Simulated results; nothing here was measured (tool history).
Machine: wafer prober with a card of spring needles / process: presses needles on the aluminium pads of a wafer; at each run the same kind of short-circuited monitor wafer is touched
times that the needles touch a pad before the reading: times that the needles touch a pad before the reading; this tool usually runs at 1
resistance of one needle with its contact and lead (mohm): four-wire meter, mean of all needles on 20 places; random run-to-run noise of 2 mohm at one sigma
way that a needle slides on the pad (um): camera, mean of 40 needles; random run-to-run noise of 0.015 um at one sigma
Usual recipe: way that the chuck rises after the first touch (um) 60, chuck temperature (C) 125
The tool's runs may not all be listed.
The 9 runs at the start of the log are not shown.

| run | hour | way that the chuck rises after the first touch (um) | chuck temperature (C) | times that the needles touch a pad before the reading | touches since the tips were cleaned | cleanings since the card got new needles | touches since the first contact's height was set | resistance of one needle with its contact and lead (mohm) | way that a needle slides on the pad (um) |
|---|---|---|---|---|---|---|---|---|---|
|  | 102.2 | tips cleaned on abrasive film |
| 10 | 111 | 74 | 125 | 1 | 3003 | 30 | 156907 | 233 | 12.09 |
|  | 116 | tips cleaned on abrasive film |
| 11 | 126.7 | 60 | 125 | 2 | 3615 | 31 | 162185 | 237 | 9.74 |
|  | 129.2 | tips cleaned on abrasive film |
| 12 | 136.7 | 60 | 125 | 2 | 2522 | 32 | 165515 | 228 | 9.74 |
|  | 142.2 | tips cleaned on abrasive film |
| 13 | 154.6 | 60 | 125 | 2 | 4183 | 33 | 171555 | 242 | 9.72 |
|  | 155.8 | tips cleaned on abrasive film |
|  | 169 | tips cleaned on abrasive film |
| 14 | 170.6 | 60 | 125 | 1 | 538 | 35 | 176920 | 227 | 9.69 |
|  | 183.4 | tips cleaned on abrasive film |
| 15 | 189 | 60 | 125 | 1 | 1893 | 36 | 183112 | 240 | 9.68 |
|  | 190.6 | height of the first contact set anew |
|  | 197.3 | tips cleaned on abrasive film |
| 16 | 205.2 | 60 | 125 | 1 | 2667 | 37 | 4918 | 247 | 9.6 |
|  | 211.4 | tips cleaned on abrasive film |
| 17 | 214.8 | 50 | 125 | 2 | 1177 | 38 | 8151 | 233 | 7.92 |
|  | 225.1 | tips cleaned on abrasive film |
| 18 | 225.9 | 52 | 74 | 2 | 265 | 39 | 11856 | 212 | 8.24 |
| 19 | 235.7 | 76 | 77 | 1 | 3592 | 39 | 15183 | 231 | 12.22 |
|  | 238.6 | tips cleaned on abrasive film |
|  | 252.3 | tips cleaned on abrasive film |
| 20 | 252.6 | 47 | 46 | 1 | 74 | 41 | 20820 | 212 | 7.37 |
|  | 265.5 | tips cleaned on abrasive film |
| 21 | 267.5 | 47 | 46 | 1 | 690 | 42 | 25850 | 227 | 7.37 |
|  | 278.7 | height of the first contact set anew, once more |
|  | 278.8 | tips cleaned on abrasive film |
| 22 | 280.4 | 47 | 46 | 1 | 532 | 43 | 532 | 219 | 7.83 |
|  | 292.4 | tips cleaned on abrasive film |
| 23 | 292.7 | 60 | 40 | 2 | 120 | 44 | 4674 | 202 | 9.98 |
| 24 | 301 | 60 | 40 | 2 | 2931 | 44 | 7485 | 218 | 10 |
|  | 306.1 | tips cleaned on abrasive film |
| 25 | 318.5 | 54 | 35 | 1 | 4198 | 45 | 13358 | 248 | 8.99 |
|  | 320 | tips cleaned on abrasive film |
| 26 | 332.6 | 79 | 79 | 2 | 4253 | 46 | 18098 | 218 | 13.13 |
|  | 333.9 | tips cleaned on abrasive film |
|  | 347.6 | tips cleaned on abrasive film |
| 27 | 348.5 | 79 | 79 | 2 | 297 | 48 | 23419 | 210 | 13.11 |
| 28 | 358.6 | 79 | 79 | 2 | 3731 | 48 | 26853 | 216 | 13.12 |
|  | 361 | tips cleaned on abrasive film |
| 29 | 370.2 | 79 | 122 | 1 | 3095 | 49 | 30733 | 239 | 13.11 |
|  | 375.2 | tips cleaned on abrasive film |
| 30 | 381.6 | 55 | 125 | 1 | 2174 | 50 | 34558 | 246 | 9.09 |
|  | 389.2 | tips cleaned on abrasive film |
| 31 | 395 | 54 | 125 | 1 | 1954 | 51 | 39060 | 242 | 8.91 |

5 options for the next run, each taken on its own from the tool as it stands now. Forecast them:
|  | 402.6 | tips cleaned on abrasive film |
| A | 412.8 | 79 | 125 | 3 | 3467 | 52 | 45079 | ? | ? |
|  | 402.6 | tips cleaned on abrasive film |
| B | 412.8 | 60 | 125 | 1 | 3467 | 52 | 45079 | ? | ? |
|  | 402.6 | tips cleaned on abrasive film |
| C | 412.8 | 54 | 125 | 2 | 3467 | 52 | 45079 | ? | ? |
|  | 402.6 | tips cleaned on abrasive film |
| D | 412.8 | 60 | 50 | 1 | 3467 | 52 | 45079 | ? | ? |
|  | 402.6 | tips cleaned on abrasive film |
| E | 412.8 | 73 | 125 | 1 | 3467 | 52 | 45079 | ? | ? |

| run | resistance of one needle with its contact and lead (mohm) | way that a needle slides on the pad (um) |
|---|---|---|
| A | 223 | 13.09 |
| B | 254 | 9.94 |
| C | 243 | 8.9 |
| D | 234 | 9.91 |
| E | 234 | 12.09 |
The same runs, with their run-to-run variation unchanged, on a tool lacking any hidden condition would have given:
| run | resistance of one needle with its contact and lead (mohm) | way that a needle slides on the pad (um) |
|---|---|---|
| A | 216 | 13.18 |
| B | 224 | 10.03 |
| C | 221 | 8.99 |
| D | 201 | 10 |
| E | 213 | 12.18 |
